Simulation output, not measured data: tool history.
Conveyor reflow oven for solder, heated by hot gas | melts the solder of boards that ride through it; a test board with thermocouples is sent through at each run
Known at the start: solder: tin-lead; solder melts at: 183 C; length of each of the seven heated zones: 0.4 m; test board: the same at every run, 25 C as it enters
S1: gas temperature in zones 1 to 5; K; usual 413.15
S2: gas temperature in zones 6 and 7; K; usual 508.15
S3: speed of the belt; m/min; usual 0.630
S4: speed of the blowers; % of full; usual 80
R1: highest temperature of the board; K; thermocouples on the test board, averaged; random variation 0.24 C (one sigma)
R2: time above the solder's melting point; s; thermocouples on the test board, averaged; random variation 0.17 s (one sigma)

Run 1, hour 0.0: usual settings. Result: R1 493.15 K, R2 60.4 s.
At hour 42.8: flux residue cleaned out of gas plates and filters.
Run 2, hour 46.2: usual settings. Result: R1 492.85 K, R2 60.1 s.
Run 3, hour 80.0: usual settings but S1 418.15 K. Result: R1 493.55 K, R2 62.2 s.
Run 4, hour 116.2: usual settings but S1 418.15 K. Result: R1 493.35 K, R2 62.2 s.
Run 5, hour 165.8: usual settings. Result: R1 492.55 K, R2 59.8 s.
Run 6, hour 212.3: usual settings. Result: R1 492.15 K, R2 59.5 s.
Run 7, hour 260.1: usual settings. Result: R1 491.85 K, R2 59.6 s.
Run 8, hour 290.2: usual settings but S1 407.15 K. Result: R1 490.55 K, R2 56.7 s.
At hour 318.2: flux residue cleaned out of gas plates and filters, once more.
Run 9, hour 347.7: usual settings but S1 407.15 K. Result: R1 492.85 K, R2 58.3 s.
At hour 354.8: thermocouples of zones 6 and 7 changed.
Run 10, hour 405.4: usual settings but S1 407.15 K. Result: R1 493.25 K, R2 58.9 s.
Run 11, hour 474.2: usual settings but S4 69 % of full. Result: R1 492.45 K, R2 59.5 s.
Run 12, hour 531.0: usual settings but S4 69 % of full. Result: R1 491.95 K, R2 59.6 s.
Run 13, hour 580.9: usual settings but S4 69 % of full. Result: R1 492.45 K, R2 59.6 s.
Run 14, hour 636.6: usual settings but S4 69 % of full. Result: R1 491.55 K, R2 59.1 s.
At hour 687.5: flux residue cleaned out of gas plates and filters.
Run 15, hour 699.3: usual settings but S4 66 % of full. Result: R1 491.85 K, R2 59.3 s.
Run 16, hour 745.7: usual settings but S4 66 % of full. Result: R1 491.55 K, R2 59.1 s.
Run 17, hour 782.0: usual settings but S1 416.15 K, S3 0.598 m/min. Result: R1 496.05 K, R2 67.0 s.
Run 18, hour 833.4: usual settings but S1 404.15 K, S2 497.15 K, S3 0.726 m/min. Result: R1 479.15 K, R2 37.7 s.
Run 19, hour 898.6: usual settings but S1 404.15 K, S2 497.15 K, S3 0.726 m/min. Result: R1 478.35 K, R2 37.7 s.
Run 20, hour 950.6: usual settings but S1 400.15 K, S2 507.15 K, S3 0.726 m/min. Result: R1 486.65 K, R2 43.1 s.
Run 21, hour 1001.9: usual settings but S1 415.15 K, S2 511.15 K, S3 0.523 m/min, S4 52 % of full. Result: R1 496.75 K, R2 76.9 s.
Run 22, hour 1048.6: usual settings but S1 415.15 K, S2 515.15 K, S3 0.606 m/min, S4 52 % of full. Result: R1 495.55 K, R2 64.8 s.
At hour 1058.2: flux residue cleaned out of gas plates and filters.
Run 23, hour 1121.1: usual settings but S1 416.15 K, S2 515.15 K, S3 0.606 m/min, S4 86 % of full. Result: R1 502.85 K, R2 70.4 s.
Run 24, hour 1187.0: usual settings but S1 422.15 K, S2 511.15 K. Result: R1 497.55 K, R2 67.1 s.
Run 25, hour 1227.1: usual settings but S1 422.15 K, S2 511.15 K. Result: R1 497.85 K, R2 66.7 s.
Run 26, hour 1270.8: usual settings but S1 408.15 K, S3 0.571 m/min. Result: R1 495.35 K, R2 67.6 s.
Run 27, hour 1300.2: usual settings but S4 88 % of full. Result: R1 494.35 K, R2 61.8 s.
Run 28, hour 1332.3: usual settings but S4 88 % of full. Result: R1 494.15 K, R2 61.7 s.
Run 29, hour 1390.2: usual settings but S4 52 % of full. Result: R1 488.05 K, R2 55.4 s.
At hour 1426.8: flux residue cleaned out of gas plates and filters.
Run 30, hour 1428.2: usual settings but S3 0.716 m/min. Result: R1 490.45 K, R2 51.4 s.

Forecast each of these 4 alternatives for the next run:
Run A, hour 1495.0: usual settings but S1 404.15 K, S3 0.551 m/min. Result: R1 ?, R2 ?.
Run B, hour 1495.0: usual settings but S1 423.15 K, S4 57 % of full. Result: R1 ?, R2 ?.
Run C, hour 1495.0: usual settings but S1 426.15 K, S3 0.717 m/min. Result: R1 ?, R2 ?.
Run D, hour 1495.0: usual settings but S2 512.15 K. Result: R1 ?, R2 ?.

run      R1    R2
  A  496.05  69.2
  B  491.45  62.9
  C  492.25  57.5
  D  497.35  63.8
Without the tool's hidden state the same runs would have given:
run      R1    R2
  A  497.55  69.5
  B  492.65  63.2
  C  493.55  57.7
  D  498.65  64.0
